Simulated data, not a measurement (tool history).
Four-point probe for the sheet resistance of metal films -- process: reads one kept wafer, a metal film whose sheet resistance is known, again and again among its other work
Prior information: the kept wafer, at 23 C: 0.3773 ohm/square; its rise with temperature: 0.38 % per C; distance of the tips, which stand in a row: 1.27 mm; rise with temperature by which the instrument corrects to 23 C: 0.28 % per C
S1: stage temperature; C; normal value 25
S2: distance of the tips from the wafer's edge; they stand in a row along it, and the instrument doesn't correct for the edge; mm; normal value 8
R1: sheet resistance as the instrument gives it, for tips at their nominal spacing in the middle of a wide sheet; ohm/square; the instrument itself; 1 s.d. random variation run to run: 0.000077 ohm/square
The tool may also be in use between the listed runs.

{"run": 1, "hour": 0.0, "S1": 25, "S2": 8, "R1": 0.385278}
{"run": 2, "hour": 57.3, "S1": 25, "S2": 8, "R1": 0.385568}
{"run": 3, "hour": 110.2, "S1": 25, "S2": 8, "R1": 0.385654}
{"run": 4, "hour": 199.1, "S1": 25, "S2": 8, "R1": 0.385747}
{"run": 5, "hour": 243.6, "S1": 25, "S2": 8, "R1": 0.385845}
{"run": 6, "hour": 331.4, "S1": 19, "S2": 8, "R1": 0.383641}
{"run": 7, "hour": 395.8, "S1": 19, "S2": 8, "R1": 0.383932}
{"run": 8, "hour": 489.4, "S1": 25, "S2": 8, "R1": 0.386417}
{"run": 9, "hour": 531.0, "S1": 25, "S2": 8, "R1": 0.386549}
{"run": 10, "hour": 614.9, "S1": 25, "S2": 8, "R1": 0.386539}
{"run": 11, "hour": 691.9, "S1": 28, "S2": 8, "R1": 0.38794}
{"run": 12, "hour": 750.4, "S1": 25, "S2": 8, "R1": 0.387018}
{"run": 13, "hour": 819.5, "S1": 25, "S2": 8, "R1": 0.38715}
{"run": 14, "hour": 879.1, "S1": 25, "S2": 8, "R1": 0.387283}
{"run": 15, "hour": 964.8, "S1": 21, "S2": 60, "R1": 0.381041}
{"run": 16, "hour": 1030.5, "S1": 23, "S2": 8, "R1": 0.386931}
{"run": 17, "hour": 1094.2, "S1": 24, "S2": 8, "R1": 0.387243}
{"run": 18, "hour": 1158.1, "S1": 24, "S2": 8, "R1": 0.38761}
{"run": 19, "hour": 1214.6, "S1": 26, "S2": 6, "R1": 0.392286}
{"run": 20, "hour": 1283.9, "S1": 19, "S2": 6, "R1": 0.389773}
{"run": 21, "hour": 1372.8, "S1": 34, "S2": 6, "R1": 0.395898}
{"run": 22, "hour": 1455.2, "S1": 22, "S2": 7, "R1": 0.388697}
{"run": 23, "hour": 1498.2, "S1": 22, "S2": 7, "R1": 0.388736}
{"run": 24, "hour": 1557.1, "S1": 21, "S2": 35, "R1": 0.382024}
{"run": 25, "hour": 1637.2, "S1": 21, "S2": 7, "R1": 0.388661}
{"run": 26, "hour": 1679.6, "S1": 25, "S2": 49, "R1": 0.383833}
{"run": 27, "hour": 1725.7, "S1": 22, "S2": 52, "R1": 0.382848}
{"run": 28, "hour": 1775.4, "S1": 18, "S2": 36, "R1": 0.381425}

Removed from this log: 2 entries logged between the listed runs. Between which two listed runs does each belong, and how does the tool's hidden state at the listed run before it compare with that at the listed run after it?
From run 14 to run 15: stage's thermometer calibrated (hour 891.2)
  inner tips' distance over the nominal, %: 0.938 -> 0.983; tips' flats over new ones', %: 69 -> 74; wafer's true temperature over the reading, C: 0.16 -> 0.22
  what was measured, less what the result would be without the hidden state, R1: +0.004118 -> +0.004333 ohm/square
From run 21 to run 22: stage's thermometer calibrated, once more (hour 1453.3)
  inner tips' distance over the nominal, %: 1.191 -> 1.237; tips' flats over new ones', %: 98 -> 103; wafer's true temperature over the reading, C: 0.24 -> 0.03
  what was measured, less what the result would be without the hidden state, R1: +0.005381 -> +0.005181 ohm/square
